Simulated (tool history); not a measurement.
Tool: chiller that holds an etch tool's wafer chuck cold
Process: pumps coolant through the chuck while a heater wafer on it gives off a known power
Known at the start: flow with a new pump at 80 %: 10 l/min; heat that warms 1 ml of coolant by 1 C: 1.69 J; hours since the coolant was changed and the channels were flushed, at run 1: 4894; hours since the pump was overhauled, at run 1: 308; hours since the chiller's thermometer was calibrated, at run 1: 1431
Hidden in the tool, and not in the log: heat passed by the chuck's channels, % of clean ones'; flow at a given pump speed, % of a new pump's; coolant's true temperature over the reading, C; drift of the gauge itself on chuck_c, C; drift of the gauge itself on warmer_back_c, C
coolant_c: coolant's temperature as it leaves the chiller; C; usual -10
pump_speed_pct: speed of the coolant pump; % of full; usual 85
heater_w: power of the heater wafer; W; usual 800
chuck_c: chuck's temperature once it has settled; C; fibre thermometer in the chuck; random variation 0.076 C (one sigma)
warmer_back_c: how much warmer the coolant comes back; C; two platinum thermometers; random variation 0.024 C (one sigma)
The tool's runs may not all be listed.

run,hour,coolant_c,pump_speed_pct,heater_w,hours since the coolant was changed and the channels were flushed,hours since the pump was overhauled,hours since the chiller's thermometer was calibrated,chuck_c,warmer_back_c
1,0,-10,85,800,4894,308,1431,-1.52,2.66
2,115.3,-10,85,800,5010,423,1546,-1.64,2.64
3,239.2,-10,85,800,5133,547,1670,-1.45,2.68
4,374.8,-10,85,800,5269,682,1805,-1.49,2.69
5,441.8,-20,85,800,5336,749,1872,-11.41,2.72
6,566.6,-20,85,800,5461,874,1997,-11.6,2.67
7,707.2,-20,75,800,5601,1015,2138,-10.58,3.07
8,865.1,-20,75,800,5759,1173,2296,-10.7,3.05
9,942.3,-20,75,527,5837,1250,2373,-13.65,2.03
10,1057.7,-10,85,800,5952,1365,2488,-1.31,2.65
11,1133.3,-10,85,800,6027,1441,2564,-1.14,2.69
12,1273.8,-10,85,800,6168,1581,2704,-1.35,2.66
13,1349.1,-10,85,800,6243,1657,2780,-1.2,2.74
14,1428.7,-10,85,800,6323,1736,2859,-1.21,2.7
15,1500.6,-10,85,826,6395,1808,2931,-0.95,2.84
16,1574.9,-10,85,800,6469,1883,3006,-1.23,2.75
17,1704.3,-7,60,540,6598,2012,3135,0.79,2.67
18,1770.9,-15,87,509,6665,2078,3201,-9.13,1.7

The next listed run, before its measurement:
19,1928.6,-15,87,509,6823,2236,3359,?,?

{"run 19": {"chuck_c": -9.34, "warmer_back_c": 1.7}}
Without the tool's hidden state the same run would have given chuck_c -10.21 C, warmer_back_c 1.66 C.
